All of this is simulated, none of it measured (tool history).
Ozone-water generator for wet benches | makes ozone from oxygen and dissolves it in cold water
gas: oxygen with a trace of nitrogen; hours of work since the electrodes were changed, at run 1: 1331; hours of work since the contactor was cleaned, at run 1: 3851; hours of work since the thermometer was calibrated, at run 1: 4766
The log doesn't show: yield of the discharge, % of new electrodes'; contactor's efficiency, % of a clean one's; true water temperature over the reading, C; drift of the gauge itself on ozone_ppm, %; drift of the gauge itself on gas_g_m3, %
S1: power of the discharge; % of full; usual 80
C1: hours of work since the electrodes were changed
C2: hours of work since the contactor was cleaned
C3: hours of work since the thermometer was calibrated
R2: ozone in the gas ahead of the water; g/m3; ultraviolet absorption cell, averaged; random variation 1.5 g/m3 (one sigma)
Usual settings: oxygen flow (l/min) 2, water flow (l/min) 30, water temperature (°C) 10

run 1 day=0 | S1=80 oxygen_flow_(l/min)=2 water_flow_(l/min)=30 water_temperature_(°C)=10 | C1=1331 C2=3851 C3=4766 | dissolved_ozone_(ppm)=10.5 R2=261.8
run 2 day=1.588 | S1=80 oxygen_flow_(l/min)=2 water_flow_(l/min)=30 water_temperature_(°C)=10 | C1=1366 C2=3886 C3=4802 | dissolved_ozone_(ppm)=10.8 R2=268.1
run 3 day=3.029 | S1=80 oxygen_flow_(l/min)=2 water_flow_(l/min)=30 water_temperature_(°C)=11 | C1=1398 C2=3918 C3=4834 | dissolved_ozone_(ppm)=10.5 R2=263
run 4 day=4.121 | S1=80 oxygen_flow_(l/min)=2 water_flow_(l/min)=30 water_temperature_(°C)=11 | C1=1423 C2=3943 C3=4858 | dissolved_ozone_(ppm)=10.7 R2=263.5
run 5 day=5.542 | S1=80 oxygen_flow_(l/min)=2 water_flow_(l/min)=30 water_temperature_(°C)=11 | C1=1455 C2=3974 C3=4890 | dissolved_ozone_(ppm)=10.5 R2=262.6
run 6 day=7.917 | S1=84 oxygen_flow_(l/min)=2 water_flow_(l/min)=30 water_temperature_(°C)=10 | C1=1508 C2=4027 C3=4943 | dissolved_ozone_(ppm)=10.9 R2=270.4
run 7 day=9.6 | S1=84 oxygen_flow_(l/min)=2 water_flow_(l/min)=30 water_temperature_(°C)=9 | C1=1545 C2=4065 C3=4980 | dissolved_ozone_(ppm)=10.9 R2=269.9
run 8 day=10.658 | S1=80 oxygen_flow_(l/min)=2 water_flow_(l/min)=30 water_temperature_(°C)=10 | C1=1569 C2=4088 C3=5004 | dissolved_ozone_(ppm)=10.5 R2=263.5
run 9 day=12.133 | S1=80 oxygen_flow_(l/min)=2.09 water_flow_(l/min)=30 water_temperature_(°C)=10 | C1=1602 C2=4121 C3=5037 | dissolved_ozone_(ppm)=10.8 R2=257.5
run 10 day=13.533 | S1=80 oxygen_flow_(l/min)=2.09 water_flow_(l/min)=30 water_temperature_(°C)=10 | C1=1633 C2=4153 C3=5068 | dissolved_ozone_(ppm)=10.7 R2=257.5
run 11 day=16.042 | S1=80 oxygen_flow_(l/min)=2.09 water_flow_(l/min)=30 water_temperature_(°C)=10 | C1=1689 C2=4209 C3=5124 | dissolved_ozone_(ppm)=10.8 R2=258.5
run 12 day=17.946 | S1=80 oxygen_flow_(l/min)=2.09 water_flow_(l/min)=30 water_temperature_(°C)=10 | C1=1731 C2=4251 C3=5166 | dissolved_ozone_(ppm)=10.7 R2=256.4
run 13 day=20.438 | S1=97 oxygen_flow_(l/min)=2 water_flow_(l/min)=30 water_temperature_(°C)=11 | C1=1787 C2=4307 C3=5222 | dissolved_ozone_(ppm)=11.2 R2=287
-- day=21.358 water thermometer calibrated
run 14 day=21.75 | S1=80 oxygen_flow_(l/min)=3.53 water_flow_(l/min)=29 water_temperature_(°C)=12 | C1=1816 C2=4335 C3=9 | dissolved_ozone_(ppm)=14.2 R2=219.2
run 15 day=23.033 | S1=80 oxygen_flow_(l/min)=3.53 water_flow_(l/min)=29 water_temperature_(°C)=12 | C1=1844 C2=4364 C3=37 | dissolved_ozone_(ppm)=14.4 R2=219.6
run 16 day=25.254 | S1=80 oxygen_flow_(l/min)=2 water_flow_(l/min)=30 water_temperature_(°C)=11 | C1=1894 C2=4414 C3=87 | dissolved_ozone_(ppm)=10.5 R2=258.9
run 17 day=27.221 | S1=48 oxygen_flow_(l/min)=1.66 water_flow_(l/min)=25 water_temperature_(°C)=10 | C1=1938 C2=4457 C3=131 | dissolved_ozone_(ppm)=8.8 R2=210.6
run 18 day=29.45 | S1=50 oxygen_flow_(l/min)=1.34 water_flow_(l/min)=25 water_temperature_(°C)=10 | C1=1988 C2=4507 C3=181 | dissolved_ozone_(ppm)=7.8 R2=229.5
run 19 day=31.917 | S1=55 oxygen_flow_(l/min)=2 water_flow_(l/min)=30 water_temperature_(°C)=9 | C1=2043 C2=4562 C3=236 | dissolved_ozone_(ppm)=8.7 R2=212.5
run 20 day=34.004 | S1=55 oxygen_flow_(l/min)=2 water_flow_(l/min)=30 water_temperature_(°C)=9 | C1=2089 C2=4609 C3=282 | dissolved_ozone_(ppm)=8.5 R2=213.1
run 21 day=35.533 | S1=55 oxygen_flow_(l/min)=2 water_flow_(l/min)=30 water_temperature_(°C)=10 | C1=2123 C2=4643 C3=316 | dissolved_ozone_(ppm)=8.5 R2=213.1
run 22 day=36.925 | S1=40 oxygen_flow_(l/min)=2.64 water_flow_(l/min)=19 water_temperature_(°C)=11 | C1=2154 C2=4674 C3=347 | dissolved_ozone_(ppm)=13.4 R2=164.7
run 23 day=38.671 | S1=40 oxygen_flow_(l/min)=2.64 water_flow_(l/min)=19 water_temperature_(°C)=11 | C1=2193 C2=4713 C3=386 | dissolved_ozone_(ppm)=13.1 R2=165.9

How the hidden state differs across the entries between the runs, from the last listed run before each to the first after it:
Between runs 13 and 14: water thermometer calibrated (day 21.358)
  yield of the discharge, % of new electrodes': 94.9 -> 94.8; contactor's efficiency, % of a clean one's: 95.3 -> 95.2; true water temperature over the reading, C: 0.48 -> -0.06
  measured less the result without the state, dissolved ozone (ppm): -1 -> -1.2; R2: -18.2 -> -12.8 g/m3

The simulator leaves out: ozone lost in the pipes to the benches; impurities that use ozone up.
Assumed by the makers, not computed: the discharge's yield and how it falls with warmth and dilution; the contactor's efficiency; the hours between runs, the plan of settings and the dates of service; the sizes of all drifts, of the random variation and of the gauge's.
